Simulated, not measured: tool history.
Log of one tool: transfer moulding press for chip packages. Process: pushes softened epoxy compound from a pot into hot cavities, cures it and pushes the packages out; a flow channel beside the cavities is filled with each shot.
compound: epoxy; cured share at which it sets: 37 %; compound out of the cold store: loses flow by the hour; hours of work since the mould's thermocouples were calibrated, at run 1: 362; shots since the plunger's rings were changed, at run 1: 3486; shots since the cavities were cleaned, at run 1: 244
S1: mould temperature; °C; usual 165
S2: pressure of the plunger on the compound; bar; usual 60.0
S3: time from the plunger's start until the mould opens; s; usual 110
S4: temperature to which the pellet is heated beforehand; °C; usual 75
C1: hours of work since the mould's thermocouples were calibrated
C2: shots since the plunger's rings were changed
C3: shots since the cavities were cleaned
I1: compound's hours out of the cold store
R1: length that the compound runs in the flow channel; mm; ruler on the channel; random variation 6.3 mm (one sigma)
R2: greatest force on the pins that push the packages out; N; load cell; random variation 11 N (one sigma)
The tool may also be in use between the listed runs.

run	hour	S1	S2	S3	S4	C1	C2	C3	I1	R1	R2
1	0.0	165	60.0	110	75	362	3486	244	35.3	878	546
# hour 31.1: cavities cleaned with cleaning compound and waxed
# hour 39.1: plunger's sealing rings changed
2	68.0	165	60.0	110	75	399	276	328	40.0	854	534
# hour 87.6: cavities cleaned with cleaning compound and waxed
3	124.8	165	60.0	110	72	431	803	355	8.6	953	546
# hour 144.1: cavities cleaned with cleaning compound and waxed
4	169.3	165	60.0	110	72	455	1212	240	37.9	876	545
# hour 201.0: cavities cleaned with cleaning compound and waxed
5	211.0	165	60.0	110	78	478	1595	94	36.2	873	534
# hour 254.4: cavities cleaned with cleaning compound and waxed
6	271.7	165	60.0	110	78	512	2160	165	27.7	895	530
7	299.3	165	60.0	110	78	528	2423	428	18.9	915	562
# hour 308.2: cavities cleaned with cleaning compound and waxed
8	335.8	165	60.0	110	78	548	2757	264	31.4	887	544
# hour 364.6: cavities cleaned with cleaning compound and waxed
9	372.7	165	60.0	110	78	569	3094	77	20.9	912	540
10	402.7	165	60.0	110	78	586	3380	363	38.7	870	546
# hour 421.6: cavities cleaned with cleaning compound and waxed
# hour 453.4: plunger's sealing rings changed
11	466.3	165	57.3	110	78	620	123	402	38.1	863	522
# hour 478.8: cavities cleaned with cleaning compound and waxed
12	525.8	165	57.3	110	78	654	676	448	8.7	926	531
# hour 531.0: cavities cleaned with cleaning compound and waxed
13	558.8	165	57.3	110	78	672	977	266	36.5	846	544
# hour 585.6: cavities cleaned with cleaning compound and waxed
14	595.9	164	50.0	127	75	692	1315	98	10.3	865	464
# hour 641.7: cavities cleaned with cleaning compound and waxed
15	646.3	164	50.0	127	75	720	1782	44	41.9	783	457
# hour 670.7: mould's thermocouples calibrated
# hour 697.4: cavities cleaned with cleaning compound and waxed
16	715.0	164	50.0	127	75	25	2403	168	44.4	785	461
# hour 753.8: cavities cleaned with cleaning compound and waxed
17	774.6	164	71.9	142	75	58	2957	198	30.5	969	434
# hour 808.3: cavities cleaned with cleaning compound and waxed
18	830.0	170	71.7	142	75	89	3471	207	30.5	959	418
# hour 862.0: cavities cleaned with cleaning compound and waxed
# hour 872.2: plunger's sealing rings changed
19	885.7	172	60.0	110	79	119	129	202	32.2	866	442
# hour 918.5: cavities cleaned with cleaning compound and waxed
20	938.8	165	60.0	110	71	148	621	194	16.2	931	543
# hour 973.5: cavities cleaned with cleaning compound and waxed
21	990.7	168	59.0	110	75	177	1101	164	30.3	873	460
# hour 1030.2: cavities cleaned with cleaning compound and waxed
22	1042.7	161	59.0	110	76	206	1582	119	38.5	873	699
23	1071.1	165	45.8	144	75	223	1853	390	36.0	768	416
# hour 1084.1: cavities cleaned with cleaning compound and waxed
24	1116.7	165	45.8	144	75	248	2274	312	26.0	788	430
# hour 1138.6: cavities cleaned with cleaning compound and waxed
25	1173.9	165	45.8	144	75	280	2804	336	31.4	785	440

5 ways to go on from here, each from the tool as it stands after run 25. What would each give?
# hour 1191.6: cavities cleaned with cleaning compound and waxed
A	1232.3	165	47.5	131	69	313	3347	389	32.4	?	?
# hour 1191.6: cavities cleaned with cleaning compound and waxed
B	1232.3	172	48.4	119	75	313	3347	389	38.8	?	?
# hour 1191.6: cavities cleaned with cleaning compound and waxed
C	1232.3	165	68.1	144	75	313	3347	389	10.9	?	?
# hour 1191.6: cavities cleaned with cleaning compound and waxed
D	1232.3	171	68.2	120	75	313	3347	389	16.9	?	?
# hour 1191.6: cavities cleaned with cleaning compound and waxed
E	1232.3	161	61.4	144	75	313	3347	389	21.1	?	?

run	R1	R2
A	775	439
B	759	427
C	991	433
D	968	448
E	938	477
Without the tool's hidden state the same runs would have given:
run	R1	R2
A	776	434
B	760	421
C	993	427
D	970	443
E	939	471
